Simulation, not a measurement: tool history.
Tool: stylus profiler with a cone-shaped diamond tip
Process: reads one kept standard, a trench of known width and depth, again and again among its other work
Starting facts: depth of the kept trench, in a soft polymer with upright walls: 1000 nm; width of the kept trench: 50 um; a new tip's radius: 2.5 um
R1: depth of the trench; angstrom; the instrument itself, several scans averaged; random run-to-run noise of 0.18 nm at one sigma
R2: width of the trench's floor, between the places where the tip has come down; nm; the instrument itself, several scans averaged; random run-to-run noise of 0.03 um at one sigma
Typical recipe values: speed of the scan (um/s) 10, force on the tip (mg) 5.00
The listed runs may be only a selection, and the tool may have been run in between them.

{"run": 1, "hour": 0.0, "speed of the scan (um/s)": 10, "force on the tip (mg)": 5.0, "R1": 10206.1, "R2": 45760}
{"run": 2, "hour": 14.4, "speed of the scan (um/s)": 21, "force on the tip (mg)": 5.0, "R1": 10210.8, "R2": 45780}
{"run": 3, "hour": 24.3, "speed of the scan (um/s)": 21, "force on the tip (mg)": 5.0, "R1": 10207.4, "R2": 45760}
{"run": 4, "hour": 34.4, "speed of the scan (um/s)": 2, "force on the tip (mg)": 5.0, "R1": 10211.0, "R2": 45790}
{"run": 5, "hour": 48.8, "speed of the scan (um/s)": 2, "force on the tip (mg)": 5.0, "R1": 10207.0, "R2": 45780}
{"run": 6, "hour": 57.1, "speed of the scan (um/s)": 2, "force on the tip (mg)": 5.0, "R1": 10208.2, "R2": 45800}
{"run": 7, "hour": 70.2, "speed of the scan (um/s)": 2, "force on the tip (mg)": 5.0, "R1": 10211.9, "R2": 45810}
{"run": 8, "hour": 81.6, "speed of the scan (um/s)": 2, "force on the tip (mg)": 5.0, "R1": 10211.3, "R2": 45780}
{"run": 9, "hour": 89.3, "speed of the scan (um/s)": 2, "force on the tip (mg)": 5.0, "R1": 10210.2, "R2": 45760}
{"hour": 90.8, "done": "height scale calibrated on a step standard"}
{"run": 10, "hour": 106.9, "speed of the scan (um/s)": 2, "force on the tip (mg)": 5.0, "R1": 10205.7, "R2": 45700}
{"run": 11, "hour": 118.1, "speed of the scan (um/s)": 10, "force on the tip (mg)": 1.69, "R1": 10096.0, "R2": 45710}
{"run": 12, "hour": 133.4, "speed of the scan (um/s)": 3, "force on the tip (mg)": 4.17, "R1": 10183.7, "R2": 45720}
{"run": 13, "hour": 140.9, "speed of the scan (um/s)": 26, "force on the tip (mg)": 5.05, "R1": 10209.7, "R2": 45590}
{"run": 14, "hour": 151.9, "speed of the scan (um/s)": 18, "force on the tip (mg)": 4.39, "R1": 10187.7, "R2": 45640}
{"run": 15, "hour": 161.7, "speed of the scan (um/s)": 32, "force on the tip (mg)": 10.34, "R1": 10341.8, "R2": 45660}
{"run": 16, "hour": 174.6, "speed of the scan (um/s)": 32, "force on the tip (mg)": 10.34, "R1": 10338.4, "R2": 45630}
{"run": 17, "hour": 184.1, "speed of the scan (um/s)": 32, "force on the tip (mg)": 10.34, "R1": 10339.4, "R2": 45590}
{"hour": 188.0, "done": "height scale calibrated on a step standard, once more"}
{"run": 18, "hour": 198.0, "speed of the scan (um/s)": 4, "force on the tip (mg)": 5.09, "R1": 10214.8, "R2": 45650}
{"run": 19, "hour": 214.7, "speed of the scan (um/s)": 4, "force on the tip (mg)": 2.37, "R1": 10127.5, "R2": 45630}

4 ways to go on from here, each from the tool as it stands after run 19. What would each give?
{"run": "A", "hour": 229.9, "speed of the scan (um/s)": 37, "force on the tip (mg)": 4.18, "R1": "?", "R2": "?"}
{"run": "B", "hour": 229.9, "speed of the scan (um/s)": 10, "force on the tip (mg)": 1.86, "R1": "?", "R2": "?"}
{"run": "C", "hour": 229.9, "speed of the scan (um/s)": 27, "force on the tip (mg)": 2.29, "R1": "?", "R2": "?"}
{"run": "D", "hour": 229.9, "speed of the scan (um/s)": 5, "force on the tip (mg)": 4.27, "R1": "?", "R2": "?"}

run=A R1=10186.7 R2=45530
run=B R1=10111.1 R2=45600
run=C R1=10122.4 R2=45540
run=D R1=10187.3 R2=45670
With no hidden state in the tool, these same runs would have given:
run=A R1=10188.3 R2=45860
run=B R1=10112.7 R2=45930
run=C R1=10124.0 R2=45870
run=D R1=10188.9 R2=45990
